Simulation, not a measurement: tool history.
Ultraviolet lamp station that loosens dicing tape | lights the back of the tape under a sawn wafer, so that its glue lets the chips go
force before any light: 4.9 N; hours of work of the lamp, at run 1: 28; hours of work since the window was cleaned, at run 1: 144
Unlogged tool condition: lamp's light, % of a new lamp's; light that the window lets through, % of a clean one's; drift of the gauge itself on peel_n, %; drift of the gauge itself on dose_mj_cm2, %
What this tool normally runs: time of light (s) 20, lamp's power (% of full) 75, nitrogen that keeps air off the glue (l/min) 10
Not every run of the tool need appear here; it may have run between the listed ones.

| run | day | time of light (s) | lamp's power (% of full) | nitrogen that keeps air off the glue (l/min) | hours of work of the lamp | hours of work since the window was cleaned | force that peels the tape off (N) | light that reached the tape (mJ/cm2) |
|---|---|---|---|---|---|---|---|---|
| 1 | 0 | 20 | 75 | 10 | 28 | 144 | 0.623 | 229 |
| 2 | 0.671 | 20 | 75 | 10 | 35 | 151 | 0.622 | 229 |
| 3 | 1.067 | 20 | 75 | 10 | 39 | 155 | 0.643 | 230 |
| 4 | 1.879 | 20 | 75 | 10 | 47 | 163 | 0.643 | 227 |
| 5 | 2.696 | 15 | 75 | 10 | 55 | 171 | 0.981 | 168 |
| 6 | 3.204 | 15 | 75 | 10 | 60 | 177 | 0.976 | 174 |
| 7 | 3.658 | 15 | 75 | 10 | 65 | 181 | 1.01 | 170 |
| 8 | 4.275 | 15 | 75 | 10 | 71 | 187 | 0.981 | 171 |
| 9 | 4.721 | 15 | 75 | 10 | 75 | 192 | 0.975 | 170 |
| 10 | 5.154 | 14 | 82 | 8 | 80 | 196 | 1.049 | 171 |
| 11 | 5.975 | 11 | 66 | 4 | 88 | 204 | 2.148 | 109 |
| 12 | 6.346 | 17 | 66 | 3 | 92 | 208 | 1.505 | 166 |
| 13 | 7.079 | 28 | 81 | 3 | 99 | 215 | 0.571 | 329 |
| 14 | 7.462 | 35 | 81 | 3 | 103 | 219 | 0.409 | 421 |
| 15 | 7.929 | 20 | 75 | 10 | 107 | 224 | 0.64 | 220 |
| 16 | 8.533 | 20 | 75 | 10 | 114 | 230 | 0.653 | 222 |
| 17 | 9.129 | 20 | 75 | 10 | 119 | 236 | 0.669 | 221 |

Predict each of these 4 candidate next runs independently; none follows another, all start after run 17:
| A | 9.629 | 10 | 91 | 10 | 124 | 241 | ? | ? |
| B | 9.629 | 20 | 78 | 10 | 124 | 241 | ? | ? |
| C | 9.629 | 28 | 63 | 4 | 124 | 241 | ? | ? |
| D | 9.629 | 35 | 79 | 7 | 124 | 241 | ? | ? |

| run | force that peels the tape off (N) | light that reached the tape (mJ/cm2) |
|---|---|---|
| A | 1.381 | 134 |
| B | 0.644 | 226 |
| C | 0.743 | 256 |
| D | 0.322 | 406 |
Had the tool no hidden state, the same runs would have come out as:
| run | force that peels the tape off (N) | light that reached the tape (mJ/cm2) |
|---|---|---|
| A | 1.226 | 147 |
| B | 0.555 | 248 |
| C | 0.641 | 283 |
| D | 0.294 | 447 |
